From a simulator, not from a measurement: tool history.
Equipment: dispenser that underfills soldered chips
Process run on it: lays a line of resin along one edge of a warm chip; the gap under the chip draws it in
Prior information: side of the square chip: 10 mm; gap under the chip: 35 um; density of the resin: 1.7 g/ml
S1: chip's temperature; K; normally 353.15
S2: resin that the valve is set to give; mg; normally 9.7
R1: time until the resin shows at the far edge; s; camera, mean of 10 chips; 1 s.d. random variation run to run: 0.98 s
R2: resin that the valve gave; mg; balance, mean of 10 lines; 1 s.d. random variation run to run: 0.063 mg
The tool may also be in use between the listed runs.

run	hour	S1	S2	R1	R2
1	0	353.15	9.7	174.7	9.41
2	3.1	353.15	9.7	197.4	9.53
# hour 5: new syringe of resin
3	5.5	357.15	9.7	85.7	9.46
4	9.2	357.15	9.7	102	9.44
5	13.6	350.15	9.7	157.6	9.58
6	17	358.15	9.7	138.3	9.35
7	21.9	358.15	9.7	170.7	9.31
# hour 22.9: new syringe of resin
8	27	353.15	11.95	113.2	11.51
9	29	353.15	11.95	124.7	11.4
10	32.5	348.15	11.35	176.3	10.88
11	35.8	353.15	9.3	175.1	8.98
12	40.2	353.15	9.3	212.1	8.96
# hour 40.8: new syringe of resin
13	44.4	353.15	10.99	111.7	10.45
14	47.1	341.15	8.56	205.6	8.04
15	49.1	350.15	9.7	156.1	9.24
16	52.1	350.15	9.7	177.6	9.2
17	54.8	358.15	12.34	147.9	11.63

Predict each of these 5 candidate next runs independently; none follows another, all start after run 17:
# hour 58.6: new syringe of resin
A	59.9	361.15	11.89	?	?
# hour 58.6: new syringe of resin
B	59.9	345.15	10.68	?	?
# hour 58.6: new syringe of resin
C	59.9	352.15	9.31	?	?
# hour 58.6: new syringe of resin
D	59.9	354.15	8.46	?	?
# hour 58.6: new syringe of resin
E	59.9	355.15	9.7	?	?

run	R1	R2
A	76.2	11.12
B	137.4	10.09
C	106.4	8.87
D	102	8.08
E	97	9.22
With no hidden state in the tool, these same runs would have given:
run	R1	R2
A	70	11.77
B	125.7	10.68
C	97	9.38
D	92.7	8.54
E	88.6	9.75
